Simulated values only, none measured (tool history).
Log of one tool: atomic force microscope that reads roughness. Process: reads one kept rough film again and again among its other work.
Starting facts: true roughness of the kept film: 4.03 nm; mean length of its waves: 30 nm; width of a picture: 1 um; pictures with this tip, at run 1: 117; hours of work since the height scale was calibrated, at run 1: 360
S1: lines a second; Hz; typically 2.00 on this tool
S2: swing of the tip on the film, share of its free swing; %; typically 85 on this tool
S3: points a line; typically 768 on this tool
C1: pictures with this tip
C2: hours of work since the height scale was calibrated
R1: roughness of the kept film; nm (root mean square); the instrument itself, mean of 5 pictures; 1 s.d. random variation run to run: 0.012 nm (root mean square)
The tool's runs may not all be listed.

run   hour    S1  S2   S3   C1   C2     R1
  1    0.0  2.00  85  768  117  360  2.747
  2   28.8  2.00  58  768  158  375  3.270
  3   44.0  2.00  58  768  180  383  3.237
  4   65.1  2.00  75  768  211  395  2.977
  5   79.3  2.00  75  768  231  402  2.995
  6   99.9  2.00  85  768  261  414  2.777
     112.9  -- new tip fitted
  7  117.4  2.00  85  768    6  423  2.764
  8  147.2  2.00  85  768   49  439  2.765
  9  169.4  2.00  85  768   81  451  2.755
 10  183.7  2.00  85  768  102  458  2.768
 11  210.2  2.00  85  768  140  473  2.774
 12  230.5  2.00  85  555  169  484  2.752
 13  259.0  2.00  85  555  210  499  2.760
 14  287.0  2.00  85  555  250  514  2.781
     306.2  -- new tip fitted
 15  311.8  2.00  77  743    8  527  2.957
 16  329.5  2.00  77  743   34  536  2.937
 17  361.8  1.43  85  768   80  554  2.911
 18  378.3  1.43  85  768  104  563  2.919
 19  408.6  1.43  85  768  148  579  2.943

Run 20 is up next; what results do you expect?
 20  433.6  0.56  59  768  184  592   ?

{"run 20": {"R1": 3.364}}
Minus the tool's unlogged condition, the same run would have read R1 3.373 nm (root mean square).

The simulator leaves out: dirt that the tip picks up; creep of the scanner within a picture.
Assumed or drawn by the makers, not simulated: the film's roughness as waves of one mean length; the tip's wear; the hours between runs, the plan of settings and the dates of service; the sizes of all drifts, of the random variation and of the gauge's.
